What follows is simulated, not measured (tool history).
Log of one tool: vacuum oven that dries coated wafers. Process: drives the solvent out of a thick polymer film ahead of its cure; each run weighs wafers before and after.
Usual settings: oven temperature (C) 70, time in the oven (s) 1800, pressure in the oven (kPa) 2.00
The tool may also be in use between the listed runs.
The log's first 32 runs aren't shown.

Run 33, hour 1243.6: usual settings but time in the oven (s) 1140, pressure in the oven (kPa) 1.16. Result: solvent left in the film (%) 2.20.
Run 34, hour 1288.2: usual settings but oven temperature (C) 67, time in the oven (s) 3180, pressure in the oven (kPa) 3.66. Result: solvent left in the film (%) 2.67.
Run 35, hour 1315.2: usual settings but oven temperature (C) 73, time in the oven (s) 1680, pressure in the oven (kPa) 1.34. Result: solvent left in the film (%) 1.09.
At hour 1338.5: vacuum gauge cleaned of residue and calibrated, once more.
Run 36, hour 1360.4: usual settings but oven temperature (C) 73, time in the oven (s) 1680, pressure in the oven (kPa) 1.34. Result: solvent left in the film (%) 0.99.
Run 37, hour 1402.3: usual settings but oven temperature (C) 62, time in the oven (s) 2340, pressure in the oven (kPa) 1.34. Result: solvent left in the film (%) 1.91.
Run 38, hour 1428.9: usual settings but oven temperature (C) 64, time in the oven (s) 900, pressure in the oven (kPa) 3.71. Result: solvent left in the film (%) 5.80.
Run 39, hour 1469.7: usual settings but oven temperature (C) 64, time in the oven (s) 900, pressure in the oven (kPa) 3.71. Result: solvent left in the film (%) 5.80.
Run 40, hour 1498.6: usual settings but oven temperature (C) 64, time in the oven (s) 900, pressure in the oven (kPa) 3.71. Result: solvent left in the film (%) 5.83.
Run 41, hour 1541.9: usual settings but pressure in the oven (kPa) 3.38. Result: solvent left in the film (%) 2.35.
Run 42, hour 1566.5: usual settings but oven temperature (C) 67. Result: solvent left in the film (%) 2.03.
Run 43, hour 1607.8: usual settings but oven temperature (C) 69, time in the oven (s) 2820, pressure in the oven (kPa) 1.63. Result: solvent left in the film (%) 1.08.
Run 44, hour 1640.6: usual settings but oven temperature (C) 81, time in the oven (s) 2820, pressure in the oven (kPa) 2.26. Result: solvent left in the film (%) 0.85.
Run 45, hour 1687.1: usual settings but oven temperature (C) 59, time in the oven (s) 1500, pressure in the oven (kPa) 1.89. Result: solvent left in the film (%) 4.33.
Run 46, hour 1732.3: usual settings but oven temperature (C) 59, time in the oven (s) 1500, pressure in the oven (kPa) 1.89. Result: solvent left in the film (%) 4.36.

3 ways to go on from here, each from the tool as it stands after run 46. What would each give?
Run A, hour 1780.1: usual settings but oven temperature (C) 75, time in the oven (s) 2880, pressure in the oven (kPa) 1.82. Result: solvent left in the film (%) ?.
Run B, hour 1780.1: usual settings but oven temperature (C) 56. Result: solvent left in the film (%) ?.
Run C, hour 1780.1: usual settings but oven temperature (C) 62, time in the oven (s) 2700, pressure in the oven (kPa) 6.25. Result: solvent left in the film (%) ?.

run  solvent left in the film (%)
  A                          0.89
  B                          4.67
  C                          5.57
Without the tool's hidden state the same runs would have given:
run  solvent left in the film (%)
  A                          0.86
  B                          4.58
  C                          5.47

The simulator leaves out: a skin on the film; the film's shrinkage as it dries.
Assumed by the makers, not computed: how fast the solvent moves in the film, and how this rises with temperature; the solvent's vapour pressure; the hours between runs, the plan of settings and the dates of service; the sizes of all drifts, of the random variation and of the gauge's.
